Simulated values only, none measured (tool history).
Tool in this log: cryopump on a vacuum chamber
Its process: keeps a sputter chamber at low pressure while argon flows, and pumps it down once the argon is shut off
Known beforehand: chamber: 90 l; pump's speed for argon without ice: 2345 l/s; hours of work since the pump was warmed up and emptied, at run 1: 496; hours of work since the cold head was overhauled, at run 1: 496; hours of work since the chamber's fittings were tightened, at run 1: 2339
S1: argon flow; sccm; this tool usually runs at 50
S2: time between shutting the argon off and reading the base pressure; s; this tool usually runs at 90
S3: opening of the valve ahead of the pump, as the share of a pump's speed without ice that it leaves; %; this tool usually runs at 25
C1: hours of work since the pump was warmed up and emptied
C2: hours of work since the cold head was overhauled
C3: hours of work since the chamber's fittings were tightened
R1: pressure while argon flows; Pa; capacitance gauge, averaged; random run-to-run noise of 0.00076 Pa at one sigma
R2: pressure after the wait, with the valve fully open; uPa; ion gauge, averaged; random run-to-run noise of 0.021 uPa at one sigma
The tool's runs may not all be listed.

| run | hour | S1 | S2 | S3 | C1 | C2 | C3 | R1 | R2 |
|---|---|---|---|---|---|---|---|---|---|
| 1 | 0.0 | 50 | 90 | 25 | 496 | 496 | 2339 | 0.1492 | 1.67 |
| 2 | 10.3 | 50 | 90 | 25 | 504 | 504 | 2347 | 0.1490 | 1.64 |
| 3 | 33.6 | 50 | 90 | 15 | 524 | 524 | 2367 | 0.2453 | 1.69 |
| 4 | 55.1 | 50 | 90 | 25 | 542 | 542 | 2385 | 0.1495 | 1.68 |
| 5 | 72.2 | 26 | 90 | 25 | 557 | 557 | 2400 | 0.0781 | 1.70 |
| 6 | 88.8 | 50 | 90 | 25 | 571 | 571 | 2414 | 0.1509 | 1.74 |
| 7 | 110.8 | 50 | 90 | 25 | 589 | 589 | 2433 | 0.1500 | 1.71 |
| 8 | 125.4 | 50 | 90 | 44 | 602 | 602 | 2445 | 0.0876 | 1.75 |
| 9 | 141.5 | 50 | 90 | 44 | 615 | 615 | 2459 | 0.0871 | 1.72 |
| 10 | 157.1 | 50 | 90 | 44 | 629 | 629 | 2472 | 0.0886 | 1.80 |
| 11 | 171.9 | 50 | 90 | 25 | 641 | 641 | 2484 | 0.1506 | 1.81 |
| 12 | 191.7 | 50 | 90 | 25 | 658 | 658 | 2501 | 0.1502 | 1.84 |
| 13 | 215.1 | 50 | 90 | 25 | 678 | 678 | 2521 | 0.1523 | 1.82 |
| 14 | 230.3 | 50 | 90 | 25 | 691 | 691 | 2534 | 0.1515 | 1.85 |
| 15 | 247.4 | 50 | 90 | 25 | 705 | 705 | 2548 | 0.1519 | 1.85 |
| 16 | 257.8 | 50 | 90 | 25 | 714 | 714 | 2557 | 0.1524 | 1.82 |
| 17 | 268.9 | 58 | 55 | 25 | 723 | 723 | 2566 | 0.1764 | 2.08 |
| 18 | 281.9 | 58 | 55 | 25 | 734 | 734 | 2577 | 0.1757 | 2.09 |
| 19 | 296.8 | 56 | 74 | 25 | 747 | 747 | 2590 | 0.1693 | 1.98 |
| 20 | 319.8 | 36 | 32 | 25 | 766 | 766 | 2610 | 0.1091 | 2.52 |
| 21 | 336.6 | 70 | 90 | 32 | 781 | 781 | 2624 | 0.1694 | 1.96 |
| 22 | 355.0 | 51 | 86 | 47 | 796 | 796 | 2639 | 0.0882 | 1.95 |
| 23 | 376.9 | 49 | 61 | 24 | 815 | 815 | 2658 | 0.1567 | 2.13 |
| 24 | 399.9 | 36 | 90 | 25 | 834 | 834 | 2677 | 0.1109 | 2.02 |
| 25 | 414.7 | 63 | 248 | 25 | 847 | 847 | 2690 | 0.1936 | 1.86 |
| 26 | 436.6 | 63 | 248 | 25 | 865 | 865 | 2708 | 0.1946 | 1.85 |
| 27 | 449.6 | 68 | 215 | 18 | 876 | 876 | 2720 | 0.2853 | 1.84 |
| 28 | 464.1 | 34 | 139 | 33 | 889 | 889 | 2732 | 0.0815 | 1.94 |
| 29 | 482.2 | 37 | 205 | 46 | 904 | 904 | 2747 | 0.0646 | 1.87 |

Below are 5 alternative next runs, each starting from the tool's condition after run 29. Predict each:
| A | 505.7 | 42 | 45 | 42 | 924 | 924 | 2767 | ? | ? |
| B | 505.7 | 35 | 205 | 46 | 924 | 924 | 2767 | ? | ? |
| C | 505.7 | 37 | 167 | 33 | 924 | 924 | 2767 | ? | ? |
| D | 505.7 | 51 | 293 | 41 | 924 | 924 | 2767 | ? | ? |
| E | 505.7 | 37 | 221 | 45 | 924 | 924 | 2767 | ? | ? |

| run | R1 | R2 |
|---|---|---|
| A | 0.0821 | 2.38 |
| B | 0.0625 | 1.88 |
| C | 0.0893 | 1.90 |
| D | 0.1017 | 1.88 |
| E | 0.0669 | 1.86 |
What these runs would have given with no unlogged condition in the tool:
| run | R1 | R2 |
|---|---|---|
| A | 0.0729 | 0.78 |
| B | 0.0548 | 0.29 |
| C | 0.0812 | 0.30 |
| D | 0.0905 | 0.25 |
| E | 0.0589 | 0.25 |
